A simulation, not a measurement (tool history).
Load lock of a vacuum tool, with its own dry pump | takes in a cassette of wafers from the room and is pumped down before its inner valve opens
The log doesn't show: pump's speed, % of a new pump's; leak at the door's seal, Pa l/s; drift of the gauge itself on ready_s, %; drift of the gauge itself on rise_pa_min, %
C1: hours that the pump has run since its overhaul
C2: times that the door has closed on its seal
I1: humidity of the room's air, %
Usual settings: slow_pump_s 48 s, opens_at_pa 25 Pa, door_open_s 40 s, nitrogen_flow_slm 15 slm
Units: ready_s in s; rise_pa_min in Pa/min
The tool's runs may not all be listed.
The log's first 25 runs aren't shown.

Run 26, day 524.817: usual settings but slow_pump_s 50 s, opens_at_pa 50 Pa, door_open_s 145 s, nitrogen_flow_slm 43 slm; C1 6577; C2 45483; I1 46.7. Result: ready_s 71.1 s, rise_pa_min 0.338 Pa/min.
Run 27, day 550.812: usual settings but door_open_s 51 s; C1 7201; C2 46470; I1 43.7. Result: ready_s 73 s, rise_pa_min 0.355 Pa/min.
Run 28, day 563.271: usual settings but door_open_s 51 s; C1 7500; C2 46942; I1 42.9. Result: ready_s 72.5 s, rise_pa_min 0.361 Pa/min.
Run 29, day 583.458: usual settings but slow_pump_s 88 s, door_open_s 51 s, nitrogen_flow_slm 42 slm; C1 7985; C2 47709; I1 44.2. Result: ready_s 105.1 s, rise_pa_min 0.363 Pa/min.
Run 30, day 597.179: usual settings but slow_pump_s 39 s, opens_at_pa 27 Pa; C1 8314; C2 48229; I1 41.2. Result: ready_s 65.1 s, rise_pa_min 0.366 Pa/min.
Run 31, day 620.867: usual settings but slow_pump_s 39 s, opens_at_pa 27 Pa; C1 8882; C2 49128; I1 47.5. Result: ready_s 65.2 s, rise_pa_min 0.388 Pa/min.
Run 32, day 632.842: usual settings but slow_pump_s 39 s, opens_at_pa 27 Pa; C1 9170; C2 49583; I1 43.1. Result: ready_s 65.5 s, rise_pa_min 0.381 Pa/min.
Run 33, day 651.546: usual settings but slow_pump_s 39 s, opens_at_pa 27 Pa; C1 9619; C2 50292; I1 49.2. Result: ready_s 65.5 s, rise_pa_min 0.398 Pa/min.
Run 34, day 674.162: usual settings but slow_pump_s 42 s; C1 10161; C2 51151; I1 46.3. Result: ready_s 68.2 s, rise_pa_min 0.415 Pa/min.
Run 35, day 695.758: usual settings but door_open_s 71 s; C1 10680; C2 51970; I1 41.3. Result: ready_s 73.6 s, rise_pa_min 0.421 Pa/min.
At day 704.629: door's seal changed, seat wiped.
Run 36, day 713.633: usual settings but opens_at_pa 19 Pa, door_open_s 44 s; C1 11107; C2 342; I1 45.9. Result: ready_s 74.6 s, rise_pa_min 0.052 Pa/min.

Forecast each of these 4 alternatives for the next run:
Run A, day 738.421: usual settings but slow_pump_s 25 s, opens_at_pa 21 Pa, door_open_s 44 s, nitrogen_flow_slm 19 slm; C1 11702; C2 1282; I1 42.8. Result: ready_s ?, rise_pa_min ?.
Run B, day 738.421: usual settings but slow_pump_s 64 s, opens_at_pa 19 Pa, door_open_s 44 s; C1 11702; C2 1282; I1 46.2. Result: ready_s ?, rise_pa_min ?.
Run C, day 738.421: usual settings but slow_pump_s 36 s, opens_at_pa 27 Pa, nitrogen_flow_slm 13 slm; C1 11702; C2 1282; I1 42.6. Result: ready_s ?, rise_pa_min ?.
Run D, day 738.421: usual settings but opens_at_pa 44 Pa, door_open_s 44 s; C1 11702; C2 1282; I1 39.6. Result: ready_s ?, rise_pa_min ?.

run  ready_s  rise_pa_min
  A     55.9        0.044
  B     87.7        0.048
  C     63.9         0.05
  D     71.4        0.042
Without the tool's hidden state the same runs would have given:
run  ready_s  rise_pa_min
  A     52.4        0.041
  B       85        0.045
  C     60.7        0.047
  D     68.7        0.039

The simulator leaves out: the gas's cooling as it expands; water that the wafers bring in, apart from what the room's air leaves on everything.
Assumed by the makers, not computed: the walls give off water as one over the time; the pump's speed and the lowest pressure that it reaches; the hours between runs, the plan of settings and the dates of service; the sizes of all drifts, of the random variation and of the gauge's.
